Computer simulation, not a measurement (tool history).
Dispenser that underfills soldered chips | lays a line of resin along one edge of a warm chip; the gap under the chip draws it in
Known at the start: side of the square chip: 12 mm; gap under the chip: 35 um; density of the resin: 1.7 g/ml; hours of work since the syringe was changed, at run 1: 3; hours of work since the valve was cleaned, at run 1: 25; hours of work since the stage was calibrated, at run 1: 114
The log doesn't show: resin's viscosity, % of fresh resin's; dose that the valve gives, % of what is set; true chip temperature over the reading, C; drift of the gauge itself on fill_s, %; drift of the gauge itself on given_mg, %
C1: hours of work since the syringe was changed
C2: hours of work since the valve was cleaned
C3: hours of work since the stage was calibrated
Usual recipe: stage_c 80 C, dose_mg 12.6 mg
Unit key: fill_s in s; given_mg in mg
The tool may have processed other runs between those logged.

{"run": 1, "day": 0.0, "stage_c": 80, "dose_mg": 12.6, "C1": 3, "C2": 25, "C3": 114, "fill_s": 135.4, "given_mg": 12.4}
{"run": 2, "day": 0.175, "stage_c": 69, "dose_mg": 12.6, "C1": 6, "C2": 28, "C3": 116, "fill_s": 276.8, "given_mg": 12.26}
{"day": 0.279, "done": "new syringe of resin"}
{"run": 3, "day": 0.342, "stage_c": 69, "dose_mg": 12.6, "C1": 1, "C2": 30, "C3": 119, "fill_s": 215.7, "given_mg": 12.23}
{"run": 4, "day": 0.45, "stage_c": 80, "dose_mg": 15.1, "C1": 3, "C2": 32, "C3": 121, "fill_s": 133.6, "given_mg": 14.65}
{"run": 5, "day": 0.592, "stage_c": 92, "dose_mg": 12.6, "C1": 5, "C2": 34, "C3": 123, "fill_s": 85.3, "given_mg": 12.16}
{"day": 0.742, "done": "new syringe of resin"}
{"run": 6, "day": 0.821, "stage_c": 80, "dose_mg": 12.6, "C1": 1, "C2": 38, "C3": 127, "fill_s": 123.1, "given_mg": 12.18}
{"run": 7, "day": 0.917, "stage_c": 80, "dose_mg": 12.6, "C1": 3, "C2": 40, "C3": 128, "fill_s": 135.5, "given_mg": 12.17}
{"run": 8, "day": 1.054, "stage_c": 80, "dose_mg": 12.6, "C1": 5, "C2": 42, "C3": 131, "fill_s": 151.0, "given_mg": 12.15}
{"run": 9, "day": 1.175, "stage_c": 80, "dose_mg": 12.6, "C1": 7, "C2": 44, "C3": 133, "fill_s": 165.7, "given_mg": 12.09}
{"day": 1.2, "done": "new syringe of resin"}
{"run": 10, "day": 1.342, "stage_c": 80, "dose_mg": 12.6, "C1": 2, "C2": 47, "C3": 135, "fill_s": 132.4, "given_mg": 12.07}
{"run": 11, "day": 1.558, "stage_c": 80, "dose_mg": 12.6, "C1": 6, "C2": 50, "C3": 139, "fill_s": 164.2, "given_mg": 12.06}
{"day": 1.658, "done": "new syringe of resin"}
{"run": 12, "day": 1.721, "stage_c": 71, "dose_mg": 12.6, "C1": 1, "C2": 53, "C3": 141, "fill_s": 198.7, "given_mg": 12.05}
{"run": 13, "day": 1.892, "stage_c": 71, "dose_mg": 12.7, "C1": 4, "C2": 55, "C3": 144, "fill_s": 228.4, "given_mg": 12.07}
{"run": 14, "day": 2.05, "stage_c": 79, "dose_mg": 12.7, "C1": 7, "C2": 58, "C3": 147, "fill_s": 172.3, "given_mg": 11.94}
{"day": 2.108, "done": "new syringe of resin"}
{"run": 15, "day": 2.246, "stage_c": 79, "dose_mg": 12.7, "C1": 2, "C2": 61, "C3": 150, "fill_s": 139.2, "given_mg": 11.97}
{"run": 16, "day": 2.392, "stage_c": 66, "dose_mg": 12.6, "C1": 5, "C2": 64, "C3": 152, "fill_s": 315.0, "given_mg": 11.91}
{"day": 2.562, "done": "new syringe of resin"}
{"run": 17, "day": 2.592, "stage_c": 66, "dose_mg": 12.6, "C1": 0, "C2": 67, "C3": 155, "fill_s": 247.8, "given_mg": 11.83}
{"day": 2.721, "done": "dispensing valve cleaned and set on the balance"}
{"run": 18, "day": 2.812, "stage_c": 66, "dose_mg": 11.6, "C1": 3, "C2": 2, "C3": 158, "fill_s": 292.4, "given_mg": 11.6}
{"run": 19, "day": 2.971, "stage_c": 66, "dose_mg": 11.6, "C1": 6, "C2": 4, "C3": 161, "fill_s": 333.4, "given_mg": 11.63}
{"day": 3.062, "done": "new syringe of resin"}
{"run": 20, "day": 3.15, "stage_c": 80, "dose_mg": 13.0, "C1": 1, "C2": 7, "C3": 164, "fill_s": 121.6, "given_mg": 12.94}
{"run": 21, "day": 3.296, "stage_c": 71, "dose_mg": 10.7, "C1": 4, "C2": 9, "C3": 166, "fill_s": 236.1, "given_mg": 10.61}
{"run": 22, "day": 3.479, "stage_c": 89, "dose_mg": 14.3, "C1": 7, "C2": 12, "C3": 169, "fill_s": 105.1, "given_mg": 14.11}
{"day": 3.521, "done": "new syringe of resin"}
{"run": 23, "day": 3.654, "stage_c": 82, "dose_mg": 10.9, "C1": 2, "C2": 15, "C3": 172, "fill_s": 120.3, "given_mg": 10.8}
{"run": 24, "day": 3.775, "stage_c": 82, "dose_mg": 12.5, "C1": 4, "C2": 17, "C3": 174, "fill_s": 128.8, "given_mg": 12.29}
{"run": 25, "day": 3.929, "stage_c": 82, "dose_mg": 12.5, "C1": 7, "C2": 20, "C3": 177, "fill_s": 149.4, "given_mg": 12.31}
{"day": 3.971, "done": "new syringe of resin"}
{"run": 26, "day": 4.083, "stage_c": 89, "dose_mg": 12.4, "C1": 2, "C2": 22, "C3": 179, "fill_s": 81.3, "given_mg": 12.05}
{"run": 27, "day": 4.183, "stage_c": 78, "dose_mg": 11.6, "C1": 4, "C2": 24, "C3": 181, "fill_s": 154.0, "given_mg": 11.38}
{"run": 28, "day": 4.333, "stage_c": 78, "dose_mg": 10.9, "C1": 6, "C2": 26, "C3": 183, "fill_s": 180.8, "given_mg": 10.63}
{"day": 4.425, "done": "new syringe of resin"}
{"run": 29, "day": 4.529, "stage_c": 77, "dose_mg": 12.9, "C1": 2, "C2": 29, "C3": 186, "fill_s": 147.1, "given_mg": 12.51}
{"run": 30, "day": 4.671, "stage_c": 83, "dose_mg": 11.4, "C1": 4, "C2": 32, "C3": 189, "fill_s": 122.1, "given_mg": 11.04}
{"run": 31, "day": 4.779, "stage_c": 83, "dose_mg": 11.4, "C1": 6, "C2": 34, "C3": 190, "fill_s": 139.7, "given_mg": 11.03}
{"day": 4.879, "done": "new syringe of resin"}
{"run": 32, "day": 4.925, "stage_c": 81, "dose_mg": 11.1, "C1": 1, "C2": 36, "C3": 193, "fill_s": 118.1, "given_mg": 10.8}
{"run": 33, "day": 5.092, "stage_c": 78, "dose_mg": 12.2, "C1": 4, "C2": 38, "C3": 195, "fill_s": 154.3, "given_mg": 11.82}
{"run": 34, "day": 5.271, "stage_c": 70, "dose_mg": 12.6, "C1": 7, "C2": 41, "C3": 198, "fill_s": 277.0, "given_mg": 12.07}
{"day": 5.333, "done": "new syringe of resin"}
{"run": 35, "day": 5.417, "stage_c": 70, "dose_mg": 12.6, "C1": 1, "C2": 44, "C3": 201, "fill_s": 207.3, "given_mg": 12.12}
{"run": 36, "day": 5.621, "stage_c": 85, "dose_mg": 15.0, "C1": 5, "C2": 47, "C3": 204, "fill_s": 111.1, "given_mg": 14.37}
{"run": 37, "day": 5.729, "stage_c": 80, "dose_mg": 10.8, "C1": 7, "C2": 49, "C3": 206, "fill_s": 172.0, "given_mg": 10.34}

What if the next run were any one of these 3? Each begins from the tool's condition after run 37:
{"day": 5.792, "done": "new syringe of resin"}
{"run": "A", "day": 5.942, "stage_c": 88, "dose_mg": 14.5, "C1": 3, "C2": 52, "C3": 209, "fill_s": "?", "given_mg": "?"}
{"day": 5.792, "done": "new syringe of resin"}
{"run": "B", "day": 5.942, "stage_c": 75, "dose_mg": 13.4, "C1": 3, "C2": 52, "C3": 209, "fill_s": "?", "given_mg": "?"}
{"day": 5.792, "done": "new syringe of resin"}
{"run": "C", "day": 5.942, "stage_c": 89, "dose_mg": 11.2, "C1": 3, "C2": 52, "C3": 209, "fill_s": "?", "given_mg": "?"}

run=A fill_s=85.5 given_mg=13.83
run=B fill_s=166.3 given_mg=12.83
run=C fill_s=85.7 given_mg=10.72
Without the tool's hidden state the same runs would have given:
run=A fill_s=77.6 given_mg=14.50
run=B fill_s=151.0 given_mg=13.45
run=C fill_s=77.0 given_mg=11.23

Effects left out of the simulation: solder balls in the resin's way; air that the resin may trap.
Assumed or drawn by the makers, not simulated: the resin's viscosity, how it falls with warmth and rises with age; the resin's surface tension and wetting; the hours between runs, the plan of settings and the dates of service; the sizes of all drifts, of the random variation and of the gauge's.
